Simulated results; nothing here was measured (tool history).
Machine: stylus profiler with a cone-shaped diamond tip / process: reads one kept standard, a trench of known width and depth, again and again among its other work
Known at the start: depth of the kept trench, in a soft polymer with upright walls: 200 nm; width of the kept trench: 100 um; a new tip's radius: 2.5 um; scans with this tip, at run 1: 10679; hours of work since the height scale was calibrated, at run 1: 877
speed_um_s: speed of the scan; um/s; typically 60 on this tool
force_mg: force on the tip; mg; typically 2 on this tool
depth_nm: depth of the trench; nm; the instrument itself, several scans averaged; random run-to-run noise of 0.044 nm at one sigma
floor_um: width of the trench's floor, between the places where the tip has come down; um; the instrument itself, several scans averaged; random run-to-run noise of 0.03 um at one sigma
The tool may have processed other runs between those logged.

run   hour  speed_um_s  force_mg  scans with this tip  hours of work since the height scale was calibrated  depth_nm  floor_um
  1      0          60         2                10679                                                  877    201.78     97.68
  2   38.2          87         2                11004                                                  904    201.74     97.56
  3   61.5          87         2                11201                                                  920    201.72     97.57
  4   98.9          60         2                11519                                                  946    201.71     97.66
  5  126.9          60      1.16                11756                                                  965    201.38     97.62
  6  152.5          59         2                11975                                                  983    201.83     97.63
  7  172.1         173         2                12141                                                  997    201.73     97.35
  8  208.2          60      0.77                12447                                                 1022    201.13     97.58
  9  234.6          60      0.77                12672                                                 1041    201.15      97.5
 10    273          60      0.77                12997                                                 1067    201.19     97.52
 11  292.1          60      0.77                13160                                                 1081    201.13     97.54
 12  311.4          60      0.77                13323                                                 1094    201.25     97.53
 13  339.3          60       1.3                13560                                                 1113    201.48     97.58
 14  366.4          60       1.3                13791                                                 1132    201.42     97.56
 15  392.1          31         2                14008                                                 1150    201.92      97.7
 16    431          60         2                14339                                                 1177    201.89     97.64
 17  459.6          60      0.95                14582                                                 1197    201.37     97.57
 18  484.2          75      1.44                14791                                                 1215    201.61     97.54
 19  506.1          75      1.44                14977                                                 1230    201.62      97.5
 20  529.9          75      1.44                15179                                                 1246    201.65     97.45
 21    557         216      3.14                15409                                                 1265    202.43     97.26
 22  580.6         216      3.14                15609                                                 1282    202.44     97.31
     582.9  -- height scale calibrated on a step standard
 23  601.1          79      1.19                15779                                                   13     201.7     97.52
 24  630.8          76      1.41                16032                                                   33    201.81     97.56
 25  658.2          76      1.41                16264                                                   53    201.85     97.51
 26  677.6          18         2                16429                                                   66    202.14     97.69
 27  695.4          42      3.29                16580                                                   78    202.75     97.64
 28  720.8          42      3.29                16796                                                   96    202.69     97.63
 29  752.4          42      3.29                17064                                                  118     202.7      97.6

Run 30 has not been measured yet. What should we expect?
     764.2  -- height scale calibrated on a step standard, once more
 30  778.2          90      0.84                17279                                                   10         ?         ?

depth_nm: 200.76 nm
floor_um: 97.35 um
Had the tool carried no hidden state, the very same run would have given depth_nm 200.75 nm, floor_um 97.67 um.

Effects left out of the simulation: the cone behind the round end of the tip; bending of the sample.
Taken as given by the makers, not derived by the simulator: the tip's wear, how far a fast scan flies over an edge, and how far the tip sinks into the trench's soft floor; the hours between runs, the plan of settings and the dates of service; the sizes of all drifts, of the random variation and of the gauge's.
